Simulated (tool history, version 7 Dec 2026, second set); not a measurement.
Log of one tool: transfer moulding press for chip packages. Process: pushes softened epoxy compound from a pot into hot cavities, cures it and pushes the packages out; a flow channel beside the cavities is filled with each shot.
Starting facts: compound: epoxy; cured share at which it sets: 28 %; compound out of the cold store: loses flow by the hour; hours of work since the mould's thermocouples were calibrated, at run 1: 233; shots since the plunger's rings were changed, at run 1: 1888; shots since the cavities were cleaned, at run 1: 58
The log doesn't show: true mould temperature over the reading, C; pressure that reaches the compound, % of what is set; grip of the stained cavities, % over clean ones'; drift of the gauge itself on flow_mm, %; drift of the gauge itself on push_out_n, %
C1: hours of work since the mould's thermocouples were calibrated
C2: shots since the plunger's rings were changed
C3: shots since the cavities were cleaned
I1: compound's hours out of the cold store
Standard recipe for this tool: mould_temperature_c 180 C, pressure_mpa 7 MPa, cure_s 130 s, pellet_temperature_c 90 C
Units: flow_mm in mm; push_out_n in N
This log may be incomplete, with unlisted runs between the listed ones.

{"run": 1, "hour": 0.0, "mould_temperature_c": 180, "pressure_mpa": 7, "cure_s": 130, "pellet_temperature_c": 90, "C1": 233, "C2": 1888, "C3": 58, "I1": 37.2, "flow_mm": 475, "push_out_n": 371}
{"run": 2, "hour": 39.0, "mould_temperature_c": 180, "pressure_mpa": 7, "cure_s": 152, "pellet_temperature_c": 90, "C1": 264, "C2": 2324, "C3": 494, "I1": 44.3, "flow_mm": 453, "push_out_n": 493}
{"run": 3, "hour": 76.4, "mould_temperature_c": 180, "pressure_mpa": 7, "cure_s": 152, "pellet_temperature_c": 93, "C1": 294, "C2": 2742, "C3": 912, "I1": 36.2, "flow_mm": 474, "push_out_n": 560}
{"hour": 81.5, "done": "cavities cleaned with cleaning compound and waxed"}
{"hour": 97.3, "done": "plunger's sealing rings changed"}
{"run": 4, "hour": 107.8, "mould_temperature_c": 180, "pressure_mpa": 7, "cure_s": 152, "pellet_temperature_c": 93, "C1": 316, "C2": 118, "C3": 266, "I1": 14.6, "flow_mm": 556, "push_out_n": 656}
{"run": 5, "hour": 147.6, "mould_temperature_c": 180, "pressure_mpa": 7, "cure_s": 130, "pellet_temperature_c": 80, "C1": 348, "C2": 563, "C3": 711, "I1": 13.4, "flow_mm": 559, "push_out_n": 644}
{"hour": 170.6, "done": "cavities cleaned with cleaning compound and waxed"}
{"run": 6, "hour": 184.9, "mould_temperature_c": 180, "pressure_mpa": 7, "cure_s": 130, "pellet_temperature_c": 80, "C1": 376, "C2": 963, "C3": 160, "I1": 15.5, "flow_mm": 550, "push_out_n": 443}
{"hour": 210.6, "done": "cavities cleaned with cleaning compound and waxed, once more"}
{"run": 7, "hour": 228.0, "mould_temperature_c": 180, "pressure_mpa": 7, "cure_s": 130, "pellet_temperature_c": 80, "C1": 409, "C2": 1427, "C3": 194, "I1": 39.7, "flow_mm": 472, "push_out_n": 429}
{"run": 8, "hour": 246.5, "mould_temperature_c": 180, "pressure_mpa": 7, "cure_s": 130, "pellet_temperature_c": 90, "C1": 424, "C2": 1634, "C3": 401, "I1": 39.6, "flow_mm": 470, "push_out_n": 488}
{"run": 9, "hour": 277.9, "mould_temperature_c": 180, "pressure_mpa": 7, "cure_s": 130, "pellet_temperature_c": 90, "C1": 449, "C2": 1984, "C3": 751, "I1": 41.2, "flow_mm": 465, "push_out_n": 571}
{"hour": 294.1, "done": "cavities cleaned with cleaning compound and waxed"}
{"run": 10, "hour": 297.4, "mould_temperature_c": 180, "pressure_mpa": 7, "cure_s": 156, "pellet_temperature_c": 90, "C1": 464, "C2": 2185, "C3": 37, "I1": 41.1, "flow_mm": 466, "push_out_n": 312}
{"run": 11, "hour": 323.9, "mould_temperature_c": 180, "pressure_mpa": 7, "cure_s": 156, "pellet_temperature_c": 90, "C1": 485, "C2": 2481, "C3": 333, "I1": 19.3, "flow_mm": 528, "push_out_n": 451}
{"run": 12, "hour": 347.3, "mould_temperature_c": 180, "pressure_mpa": 7, "cure_s": 156, "pellet_temperature_c": 90, "C1": 503, "C2": 2742, "C3": 594, "I1": 27.8, "flow_mm": 502, "push_out_n": 503}
{"hour": 366.2, "done": "plunger's sealing rings changed"}
{"hour": 380.4, "done": "mould's thermocouples calibrated"}
{"hour": 384.7, "done": "cavities cleaned with cleaning compound and waxed"}
{"run": 13, "hour": 393.9, "mould_temperature_c": 180, "pressure_mpa": 7, "cure_s": 156, "pellet_temperature_c": 90, "C1": 10, "C2": 270, "C3": 103, "I1": 40.9, "flow_mm": 472, "push_out_n": 341}
{"run": 14, "hour": 434.3, "mould_temperature_c": 180, "pressure_mpa": 7, "cure_s": 130, "pellet_temperature_c": 90, "C1": 42, "C2": 721, "C3": 554, "I1": 14.7, "flow_mm": 550, "push_out_n": 542}
{"run": 15, "hour": 451.9, "mould_temperature_c": 180, "pressure_mpa": 7, "cure_s": 130, "pellet_temperature_c": 90, "C1": 56, "C2": 917, "C3": 750, "I1": 12.6, "flow_mm": 554, "push_out_n": 572}
{"hour": 469.4, "done": "cavities cleaned with cleaning compound and waxed"}
{"run": 16, "hour": 484.3, "mould_temperature_c": 180, "pressure_mpa": 7, "cure_s": 130, "pellet_temperature_c": 90, "C1": 81, "C2": 1263, "C3": 167, "I1": 32.4, "flow_mm": 492, "push_out_n": 396}
{"run": 17, "hour": 508.2, "mould_temperature_c": 180, "pressure_mpa": 7, "cure_s": 130, "pellet_temperature_c": 90, "C1": 100, "C2": 1529, "C3": 433, "I1": 14.9, "flow_mm": 547, "push_out_n": 523}
{"run": 18, "hour": 534.1, "mould_temperature_c": 180, "pressure_mpa": 7, "cure_s": 130, "pellet_temperature_c": 90, "C1": 120, "C2": 1818, "C3": 722, "I1": 43.1, "flow_mm": 459, "push_out_n": 547}
{"hour": 553.8, "done": "cavities cleaned with cleaning compound and waxed"}
{"run": 19, "hour": 571.2, "mould_temperature_c": 180, "pressure_mpa": 7, "cure_s": 122, "pellet_temperature_c": 84, "C1": 149, "C2": 2216, "C3": 194, "I1": 32.8, "flow_mm": 487, "push_out_n": 455}

The next listed run, before its measurement:
{"run": 20, "hour": 596.7, "mould_temperature_c": 180, "pressure_mpa": 7, "cure_s": 122, "pellet_temperature_c": 84, "C1": 169, "C2": 2501, "C3": 479, "I1": 17.9, "flow_mm": "?", "push_out_n": "?"}

Run 20 produced flow_mm 530 mm, push_out_n 567 N.
On a tool with no hidden condition, and with the same random variation, this run would have come out at flow_mm 543 mm, push_out_n 337 N.
